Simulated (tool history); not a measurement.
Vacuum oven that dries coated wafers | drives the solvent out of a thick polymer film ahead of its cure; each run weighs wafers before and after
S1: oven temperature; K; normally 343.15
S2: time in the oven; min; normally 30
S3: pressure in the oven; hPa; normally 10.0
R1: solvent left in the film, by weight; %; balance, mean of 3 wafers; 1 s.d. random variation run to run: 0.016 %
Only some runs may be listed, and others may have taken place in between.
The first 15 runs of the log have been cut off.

run,hour,S1,S2,S3,R1
16,1006.4,343.15,30,10.0,3.02
17,1087.5,343.15,30,10.0,3.06
18,1132.7,343.15,50,21.9,3.07
19,1211.8,347.15,18,10.0,4.07
20,1272.7,337.15,17,10.0,6.29
# hour 1292.8: oven's thermocouples calibrated
21,1318.8,350.15,47,20.1,2.17
22,1361.0,350.15,47,20.1,2.11
23,1412.4,343.15,30,16.8,3.93
24,1483.1,340.15,51,12.0,2.62
# hour 1522.8: oven's thermocouples calibrated, once more
25,1528.6,340.15,51,12.0,2.30
26,1575.6,347.15,33,10.0,2.02
27,1624.0,331.15,30,10.9,5.46
28,1700.0,331.15,30,10.9,5.47
29,1790.1,334.15,16,37.5,9.25
30,1851.1,334.15,16,37.5,9.31
31,1896.1,329.15,20,10.0,7.19

What if the next run were any one of these 5? Each begins from the tool's condition after run 31:
A,1944.2,356.15,16,10.0,?
B,1944.2,330.15,23,37.3,?
C,1944.2,333.15,28,29.6,?
D,1944.2,329.15,23,10.0,?
E,1944.2,339.15,16,21.3,?

run,R1
A,2.80
B,9.65
C,7.46
D,6.80
E,6.77
Take away the tool's hidden state, keep each run's random variation, and the runs would have read:
run,R1
A,2.67
B,9.34
C,7.15
D,6.49
E,6.56
